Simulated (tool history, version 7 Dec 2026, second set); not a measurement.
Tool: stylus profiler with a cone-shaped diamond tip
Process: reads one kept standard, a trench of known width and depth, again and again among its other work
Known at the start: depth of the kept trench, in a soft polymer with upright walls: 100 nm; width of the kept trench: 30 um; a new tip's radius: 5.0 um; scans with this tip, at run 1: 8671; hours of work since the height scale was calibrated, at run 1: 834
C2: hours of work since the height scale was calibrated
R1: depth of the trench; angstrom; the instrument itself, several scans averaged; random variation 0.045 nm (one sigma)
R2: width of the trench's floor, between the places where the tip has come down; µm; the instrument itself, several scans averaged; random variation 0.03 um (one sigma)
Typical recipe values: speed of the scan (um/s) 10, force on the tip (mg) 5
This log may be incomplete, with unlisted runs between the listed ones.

{"run": 1, "day": 0.0, "speed of the scan (um/s)": 10, "force on the tip (mg)": 5, "scans with this tip": 8671, "C2": 834, "R1": 1017.7, "R2": 26.85}
{"run": 2, "day": 1.579, "speed of the scan (um/s)": 10, "force on the tip (mg)": 5, "scans with this tip": 8892, "C2": 856, "R1": 1017.9, "R2": 26.8}
{"run": 3, "day": 2.979, "speed of the scan (um/s)": 10, "force on the tip (mg)": 5, "scans with this tip": 9089, "C2": 875, "R1": 1017.6, "R2": 26.83}
{"run": 4, "day": 4.538, "speed of the scan (um/s)": 10, "force on the tip (mg)": 5, "scans with this tip": 9307, "C2": 896, "R1": 1017.7, "R2": 26.77}
{"run": 5, "day": 5.754, "speed of the scan (um/s)": 10, "force on the tip (mg)": 5, "scans with this tip": 9479, "C2": 912, "R1": 1017.8, "R2": 26.78}
{"run": 6, "day": 7.45, "speed of the scan (um/s)": 10, "force on the tip (mg)": 5, "scans with this tip": 9717, "C2": 935, "R1": 1018.3, "R2": 26.71}
{"run": 7, "day": 9.721, "speed of the scan (um/s)": 10, "force on the tip (mg)": 5, "scans with this tip": 10035, "C2": 966, "R1": 1017.2, "R2": 26.76}
{"run": 8, "day": 11.379, "speed of the scan (um/s)": 17, "force on the tip (mg)": 2.13, "scans with this tip": 10268, "C2": 988, "R1": 1011.8, "R2": 26.67}
{"run": 9, "day": 13.6, "speed of the scan (um/s)": 17, "force on the tip (mg)": 2.13, "scans with this tip": 10580, "C2": 1018, "R1": 1012.1, "R2": 26.56}
{"run": 10, "day": 15.704, "speed of the scan (um/s)": 17, "force on the tip (mg)": 2.13, "scans with this tip": 10875, "C2": 1047, "R1": 1012.7, "R2": 26.54}
{"run": 11, "day": 18.233, "speed of the scan (um/s)": 7, "force on the tip (mg)": 5.27, "scans with this tip": 11230, "C2": 1081, "R1": 1019, "R2": 26.59}
{"run": 12, "day": 20.183, "speed of the scan (um/s)": 7, "force on the tip (mg)": 5.27, "scans with this tip": 11504, "C2": 1107, "R1": 1019.3, "R2": 26.6}
{"run": 13, "day": 21.342, "speed of the scan (um/s)": 9, "force on the tip (mg)": 13.72, "scans with this tip": 11667, "C2": 1123, "R1": 1032.7, "R2": 26.56}
{"day": 21.554, "done": "height scale calibrated on a step standard"}
{"run": 14, "day": 22.567, "speed of the scan (um/s)": 2, "force on the tip (mg)": 13.99, "scans with this tip": 11836, "C2": 14, "R1": 1029.9, "R2": 26.57}

How the hidden state differs across the entries between the runs, from the last listed run before each to the first after it:
After run 13, before run 14: height scale calibrated on a step standard (day 21.554)
  radius of the tip, um: 14.72 -> 14.86; height scale over the true one, %: 0.383 -> -0.014
  the result without the hidden state subtracted from the measured one, R1: +3.9 -> -0.2 angstrom; R2: -1.44 -> -1.45 µm

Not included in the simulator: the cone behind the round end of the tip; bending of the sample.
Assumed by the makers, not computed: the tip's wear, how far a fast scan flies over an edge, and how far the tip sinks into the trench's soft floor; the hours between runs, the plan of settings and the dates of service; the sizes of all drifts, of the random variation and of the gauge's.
